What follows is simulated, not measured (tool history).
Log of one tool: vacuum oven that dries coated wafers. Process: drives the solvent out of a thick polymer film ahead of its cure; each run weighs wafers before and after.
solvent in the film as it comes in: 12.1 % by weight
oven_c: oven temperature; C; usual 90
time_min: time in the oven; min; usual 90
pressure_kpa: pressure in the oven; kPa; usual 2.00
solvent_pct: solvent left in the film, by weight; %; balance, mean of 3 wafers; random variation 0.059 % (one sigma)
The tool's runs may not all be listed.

run	day	oven_c	time_min	pressure_kpa	solvent_pct
1	0.000	90	90	2.00	3.45
2	3.488	90	90	2.00	3.44
3	5.138	90	90	2.00	3.57
4	6.817	90	90	2.00	3.52
5	9.062	90	90	2.00	3.63
6	11.979	90	56	2.00	4.99
7	15.696	90	56	2.00	4.97
8	17.429	90	56	2.00	4.96
9	20.450	90	56	2.00	5.00
10	24.079	90	56	2.00	5.06
11	27.129	90	90	2.00	3.57
12	29.879	90	90	6.11	5.67
13	32.917	90	90	2.00	3.64
14	34.812	90	62	2.00	4.72
15	37.317	90	62	2.00	4.79
16	39.725	84	60	2.85	6.62
# day 39.992: oven's thermocouples calibrated
17	41.754	84	60	2.85	6.81
18	44.883	84	60	2.85	6.81
19	46.512	84	98	2.85	5.35
# day 47.254: oven's thermocouples calibrated, once more
20	48.525	84	47	4.96	7.96
21	51.500	84	57	4.96	7.58
22	55.233	76	91	1.08	6.36
23	57.662	87	84	1.29	4.03
24	60.700	100	120	3.46	1.89
25	64.312	86	47	1.26	6.04
26	67.942	87	90	1.16	3.84
27	71.325	87	90	1.16	3.75
28	74.317	87	90	1.16	3.82
29	77.629	88	90	2.62	4.34

Forecast each of these 5 alternatives for the next run:
A	79.675	88	155	2.62	?
B	79.675	105	90	2.62	?
C	79.675	90	150	1.27	?
D	79.675	90	101	1.40	?
E	79.675	75	90	1.90	?

run	solvent_pct
A	3.15
B	1.47
C	2.02
D	2.92
E	7.31
Without the tool's hidden state the same runs would have given:
run	solvent_pct
A	2.51
B	1.11
C	1.42
D	2.37
E	6.68

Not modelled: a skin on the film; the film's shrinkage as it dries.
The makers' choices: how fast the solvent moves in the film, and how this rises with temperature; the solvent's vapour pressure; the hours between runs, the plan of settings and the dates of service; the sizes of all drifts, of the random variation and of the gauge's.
